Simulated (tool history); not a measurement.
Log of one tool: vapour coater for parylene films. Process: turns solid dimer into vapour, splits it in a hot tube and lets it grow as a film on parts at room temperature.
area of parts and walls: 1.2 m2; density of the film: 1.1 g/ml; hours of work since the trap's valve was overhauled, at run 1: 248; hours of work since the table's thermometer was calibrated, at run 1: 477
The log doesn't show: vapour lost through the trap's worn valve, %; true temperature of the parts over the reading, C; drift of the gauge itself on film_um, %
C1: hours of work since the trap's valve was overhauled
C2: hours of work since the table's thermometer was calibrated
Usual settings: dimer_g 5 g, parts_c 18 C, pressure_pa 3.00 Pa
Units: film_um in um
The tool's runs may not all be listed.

run 1 day=0.000 | dimer_g=5 parts_c=18 pressure_pa=3.00 | C1=248 C2=477 | film_um=2.110
run 2 day=0.983 | dimer_g=5 parts_c=18 pressure_pa=3.00 | C1=259 C2=488 | film_um=2.096
run 3 day=2.208 | dimer_g=5 parts_c=18 pressure_pa=3.00 | C1=273 C2=501 | film_um=2.098
run 4 day=3.204 | dimer_g=5 parts_c=19 pressure_pa=3.00 | C1=284 C2=513 | film_um=2.032
run 5 day=3.917 | dimer_g=5 parts_c=19 pressure_pa=3.00 | C1=292 C2=520 | film_um=2.024
-- day=4.275 trap's valve overhauled
run 6 day=4.917 | dimer_g=5 parts_c=19 pressure_pa=3.00 | C1=7 C2=530 | film_um=2.015
run 7 day=6.229 | dimer_g=5 parts_c=19 pressure_pa=3.00 | C1=22 C2=545 | film_um=2.039
run 8 day=7.162 | dimer_g=5 parts_c=18 pressure_pa=3.00 | C1=32 C2=555 | film_um=2.126
run 9 day=8.075 | dimer_g=5 parts_c=16 pressure_pa=3.00 | C1=43 C2=565 | film_um=2.269
run 10 day=9.250 | dimer_g=5 parts_c=16 pressure_pa=3.00 | C1=56 C2=578 | film_um=2.279
run 11 day=10.642 | dimer_g=5 parts_c=18 pressure_pa=3.00 | C1=71 C2=594 | film_um=2.106
run 12 day=11.879 | dimer_g=5 parts_c=18 pressure_pa=3.00 | C1=85 C2=608 | film_um=2.107
run 13 day=13.362 | dimer_g=5 parts_c=18 pressure_pa=3.00 | C1=102 C2=624 | film_um=2.089
run 14 day=14.646 | dimer_g=6 parts_c=18 pressure_pa=3.00 | C1=116 C2=639 | film_um=2.517
run 15 day=15.883 | dimer_g=6 parts_c=18 pressure_pa=3.00 | C1=130 C2=653 | film_um=2.520
run 16 day=16.583 | dimer_g=6 parts_c=18 pressure_pa=4.19 | C1=138 C2=660 | film_um=2.340
run 17 day=17.650 | dimer_g=6 parts_c=24 pressure_pa=4.19 | C1=150 C2=672 | film_um=1.860
run 18 day=18.912 | dimer_g=5 parts_c=18 pressure_pa=9.89 | C1=164 C2=686 | film_um=1.576
run 19 day=20.396 | dimer_g=3 parts_c=18 pressure_pa=3.00 | C1=180 C2=703 | film_um=1.253
run 20 day=21.804 | dimer_g=3 parts_c=18 pressure_pa=3.00 | C1=196 C2=719 | film_um=1.241
run 21 day=22.488 | dimer_g=5 parts_c=25 pressure_pa=3.00 | C1=204 C2=726 | film_um=1.614
run 22 day=23.438 | dimer_g=5 parts_c=18 pressure_pa=3.00 | C1=214 C2=737 | film_um=2.091
run 23 day=25.012 | dimer_g=5 parts_c=18 pressure_pa=3.00 | C1=232 C2=755 | film_um=2.088
run 24 day=25.683 | dimer_g=5 parts_c=18 pressure_pa=3.00 | C1=240 C2=762 | film_um=2.102
run 25 day=26.408 | dimer_g=5 parts_c=18 pressure_pa=3.00 | C1=248 C2=770 | film_um=2.096
run 26 day=27.983 | dimer_g=5 parts_c=18 pressure_pa=3.00 | C1=265 C2=788 | film_um=2.084
run 27 day=29.071 | dimer_g=5 parts_c=12 pressure_pa=2.18 | C1=277 C2=800 | film_um=2.808
run 28 day=30.417 | dimer_g=5 parts_c=16 pressure_pa=6.21 | C1=293 C2=815 | film_um=1.897
-- day=30.729 trap's valve overhauled
run 29 day=31.850 | dimer_g=6 parts_c=16 pressure_pa=2.00 | C1=13 C2=829 | film_um=2.957
run 30 day=32.867 | dimer_g=6 parts_c=15 pressure_pa=2.00 | C1=24 C2=841 | film_um=3.062
run 31 day=33.621 | dimer_g=5 parts_c=26 pressure_pa=9.03 | C1=32 C2=849 | film_um=1.190
run 32 day=34.396 | dimer_g=5 parts_c=17 pressure_pa=6.11 | C1=41 C2=858 | film_um=1.827
run 33 day=35.192 | dimer_g=5 parts_c=22 pressure_pa=3.00 | C1=50 C2=867 | film_um=1.800
run 34 day=36.517 | dimer_g=5 parts_c=22 pressure_pa=3.00 | C1=65 C2=882 | film_um=1.797
run 35 day=37.654 | dimer_g=9 parts_c=18 pressure_pa=6.03 | C1=78 C2=894 | film_um=3.180
run 36 day=38.796 | dimer_g=3 parts_c=18 pressure_pa=6.68 | C1=90 C2=907 | film_um=1.030
run 37 day=39.450 | dimer_g=5 parts_c=22 pressure_pa=3.00 | C1=98 C2=914 | film_um=1.790
run 38 day=40.625 | dimer_g=7 parts_c=18 pressure_pa=4.19 | C1=111 C2=928 | film_um=2.680
-- day=41.496 gauge calibrated
run 39 day=42.038 | dimer_g=7 parts_c=18 pressure_pa=4.19 | C1=127 C2=943 | film_um=2.745
run 40 day=43.404 | dimer_g=4 parts_c=22 pressure_pa=3.52 | C1=142 C2=959 | film_um=1.413
run 41 day=44.158 | dimer_g=4 parts_c=23 pressure_pa=2.90 | C1=150 C2=967 | film_um=1.412
run 42 day=45.350 | dimer_g=7 parts_c=23 pressure_pa=2.90 | C1=164 C2=980 | film_um=2.472
run 43 day=46.188 | dimer_g=3 parts_c=24 pressure_pa=10.78 | C1=173 C2=990 | film_um=0.756
-- day=46.954 table's thermometer calibrated
run 44 day=47.638 | dimer_g=3 parts_c=24 pressure_pa=10.78 | C1=189 C2=8 | film_um=0.752
run 45 day=49.042 | dimer_g=3 parts_c=24 pressure_pa=10.78 | C1=204 C2=23 | film_um=0.761
run 46 day=49.800 | dimer_g=3 parts_c=14 pressure_pa=11.65 | C1=213 C2=32 | film_um=1.071
run 47 day=50.946 | dimer_g=3 parts_c=14 pressure_pa=11.65 | C1=226 C2=45 | film_um=1.067

Some steps in film_um between neighbouring runs. How much of each would the tool show without its hidden state too (settings, what came in, random variation), and how much is left for the hidden state, with any gauge scatter that isn't in both results?
Run 30 -> 31: dimer_g 6 -> 5, parts_c 15 -> 26, pressure_pa 2.00 -> 9.03. film_um -1.872 um: hidden state +0.031, all else -1.903.
Run 35 -> 36: dimer_g 9 -> 3, pressure_pa 6.03 -> 6.68. film_um -2.150 um: hidden state +0.042, all else -2.192.
Run 38 -> 39: gauge calibrated. film_um +0.065 um: hidden state +0.060, all else +0.005.
Run 42 -> 43: dimer_g 7 -> 3, parts_c 23 -> 24, pressure_pa 2.90 -> 10.78. film_um -1.716 um: hidden state +0.003, all else -1.719.

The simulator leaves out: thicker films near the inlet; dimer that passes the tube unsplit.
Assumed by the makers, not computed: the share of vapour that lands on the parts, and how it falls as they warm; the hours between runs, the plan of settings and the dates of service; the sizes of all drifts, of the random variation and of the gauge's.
